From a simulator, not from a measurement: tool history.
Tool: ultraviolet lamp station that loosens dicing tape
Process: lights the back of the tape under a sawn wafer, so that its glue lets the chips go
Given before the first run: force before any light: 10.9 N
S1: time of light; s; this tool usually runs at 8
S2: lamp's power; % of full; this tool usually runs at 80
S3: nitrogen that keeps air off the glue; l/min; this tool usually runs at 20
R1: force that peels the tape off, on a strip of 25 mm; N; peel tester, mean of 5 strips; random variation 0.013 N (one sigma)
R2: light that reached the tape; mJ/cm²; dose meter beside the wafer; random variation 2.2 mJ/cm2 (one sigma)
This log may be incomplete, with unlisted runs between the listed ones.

Run 1, hour 0.0: usual settings. Result: R1 1.538 N, R2 125 mJ/cm².
Run 2, hour 16.7: usual settings. Result: R1 1.576 N, R2 121 mJ/cm².
Run 3, hour 29.7: usual settings. Result: R1 1.597 N, R2 117 mJ/cm².
Run 4, hour 43.8: usual settings but S3 32 l/min. Result: R1 1.192 N, R2 123 mJ/cm².
Run 5, hour 71.6: usual settings but S3 32 l/min. Result: R1 1.223 N, R2 118 mJ/cm².
Run 6, hour 92.0: usual settings but S3 32 l/min. Result: R1 1.293 N, R2 115 mJ/cm².
Run 7, hour 117.5: usual settings. Result: R1 1.794 N, R2 112 mJ/cm².
Run 8, hour 144.5: usual settings. Result: R1 1.868 N, R2 109 mJ/cm².
Run 9, hour 171.7: usual settings. Result: R1 1.881 N, R2 108 mJ/cm².
Run 10, hour 196.8: usual settings but S3 8 l/min. Result: R1 3.409 N, R2 107 mJ/cm².
Run 11, hour 214.2: usual settings but S2 92 % of full. Result: R1 1.647 N, R2 119 mJ/cm².
Run 12, hour 237.3: usual settings. Result: R1 2.063 N, R2 102 mJ/cm².
Run 13, hour 257.7: usual settings. Result: R1 2.111 N, R2 103 mJ/cm².
At hour 276.6: lamp changed.
Run 14, hour 283.9: usual settings but S3 36 l/min. Result: R1 0.456 N, R2 178 mJ/cm².
Run 15, hour 298.1: usual settings. Result: R1 0.712 N, R2 180 mJ/cm².
Run 16, hour 319.0: usual settings. Result: R1 0.774 N, R2 179 mJ/cm².
Run 17, hour 347.2: usual settings. Result: R1 0.748 N, R2 177 mJ/cm².
Run 18, hour 360.9: usual settings. Result: R1 0.748 N, R2 176 mJ/cm².
Run 19, hour 382.5: usual settings but S2 67 % of full, S3 23 l/min. Result: R1 0.998 N, R2 144 mJ/cm².
At hour 389.7: window cleaned of glue's vapour.
Run 20, hour 401.1: usual settings but S2 67 % of full, S3 8 l/min. Result: R1 1.975 N, R2 162 mJ/cm².
Run 21, hour 419.9: usual settings but S1 6 s, S2 67 % of full, S3 9 l/min. Result: R1 2.794 N, R2 117 mJ/cm².
Run 22, hour 435.3: usual settings but S2 65 % of full, S3 30 l/min. Result: R1 0.739 N, R2 155 mJ/cm².
Run 23, hour 457.2: usual settings but S1 14 s, S2 65 % of full, S3 29 l/min. Result: R1 0.290 N, R2 263 mJ/cm².
Run 24, hour 480.9: usual settings but S1 14 s, S2 65 % of full, S3 29 l/min. Result: R1 0.298 N, R2 258 mJ/cm².

Run 25 comes next. What will it give?
Run 25, hour 499.5: usual settings but S1 5 s, S2 73 % of full, S3 31 l/min. Result: R1 ?, R2 ?.

R1: 1.581 N
R2: 105 mJ/cm²
On a tool with no hidden condition, and with the same random variation, this run would have come out at R1 1.330 N, R2 115 mJ/cm².

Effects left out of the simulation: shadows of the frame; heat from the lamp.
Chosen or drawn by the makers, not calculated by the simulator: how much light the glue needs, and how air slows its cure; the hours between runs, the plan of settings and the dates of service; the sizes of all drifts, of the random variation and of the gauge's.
